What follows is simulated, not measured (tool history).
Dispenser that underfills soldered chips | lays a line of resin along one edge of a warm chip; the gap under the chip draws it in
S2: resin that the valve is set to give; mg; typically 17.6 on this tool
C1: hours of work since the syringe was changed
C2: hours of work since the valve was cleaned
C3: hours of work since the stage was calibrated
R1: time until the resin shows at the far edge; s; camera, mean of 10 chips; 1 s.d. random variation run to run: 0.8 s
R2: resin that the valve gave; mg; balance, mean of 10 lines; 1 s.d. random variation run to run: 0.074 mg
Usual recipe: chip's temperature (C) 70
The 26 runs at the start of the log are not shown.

At hour 142.5: dispensing valve cleaned and set on the balance.
Run 27, hour 144.9: usual settings but chip's temperature (C) 66, S2 22.2 mg; C1 5; C2 1; C3 113. Result: R1 104.1 s, R2 22.20 mg.
Run 28, hour 150.3: usual settings but chip's temperature (C) 66, S2 15.3 mg; C1 8; C2 5; C3 117. Result: R1 119.2 s, R2 15.26 mg.
At hour 152.9: new syringe of resin.
Run 29, hour 154.7: usual settings but chip's temperature (C) 80, S2 20.4 mg; C1 1; C2 7; C3 119. Result: R1 45.0 s, R2 20.41 mg.
Run 30, hour 160.1: usual settings but chip's temperature (C) 85, S2 17.4 mg; C1 4; C2 10; C3 122. Result: R1 40.5 s, R2 17.29 mg.
Run 31, hour 166.8: usual settings but chip's temperature (C) 76, S2 17.4 mg; C1 8; C2 15; C3 126. Result: R1 72.0 s, R2 17.33 mg.
At hour 168.8: new syringe of resin.
Run 32, hour 173.8: usual settings but chip's temperature (C) 64, S2 15.4 mg; C1 3; C2 19; C3 130. Result: R1 109.9 s, R2 15.16 mg.
Run 33, hour 181.2: usual settings but chip's temperature (C) 76, S2 21.4 mg; C1 8; C2 23; C3 135. Result: R1 67.5 s, R2 21.24 mg.
At hour 185.0: new syringe of resin.
Run 34, hour 185.3: usual settings but chip's temperature (C) 76, S2 21.4 mg; C1 0; C2 25; C3 137. Result: R1 52.3 s, R2 21.11 mg.
Run 35, hour 192.1: usual settings but chip's temperature (C) 76, S2 21.4 mg; C1 4; C2 29; C3 141. Result: R1 60.2 s, R2 21.33 mg.

Forecast each of these 4 alternatives for the next run:
Run A, hour 196.7: usual settings but chip's temperature (C) 78, S2 22.2 mg; C1 7; C2 32; C3 144. Result: R1 ?, R2 ?.
Run B, hour 196.7: usual settings but chip's temperature (C) 55, S2 22.5 mg; C1 7; C2 32; C3 144. Result: R1 ?, R2 ?.
Run C, hour 196.7: usual settings but chip's temperature (C) 66, S2 19.2 mg; C1 7; C2 32; C3 144. Result: R1 ?, R2 ?.
Run D, hour 196.7: usual settings but chip's temperature (C) 74; C1 7; C2 32; C3 144. Result: R1 ?, R2 ?.

run     R1     R2
  A   59.4  22.08
  B  197.6  22.25
  C  111.1  19.02
  D   73.9  17.46
Had the tool no hidden state, the same runs would have come out as:
run     R1     R2
  A   48.6  22.40
  B  162.5  22.58
  C   91.1  19.29
  D   60.5  17.71
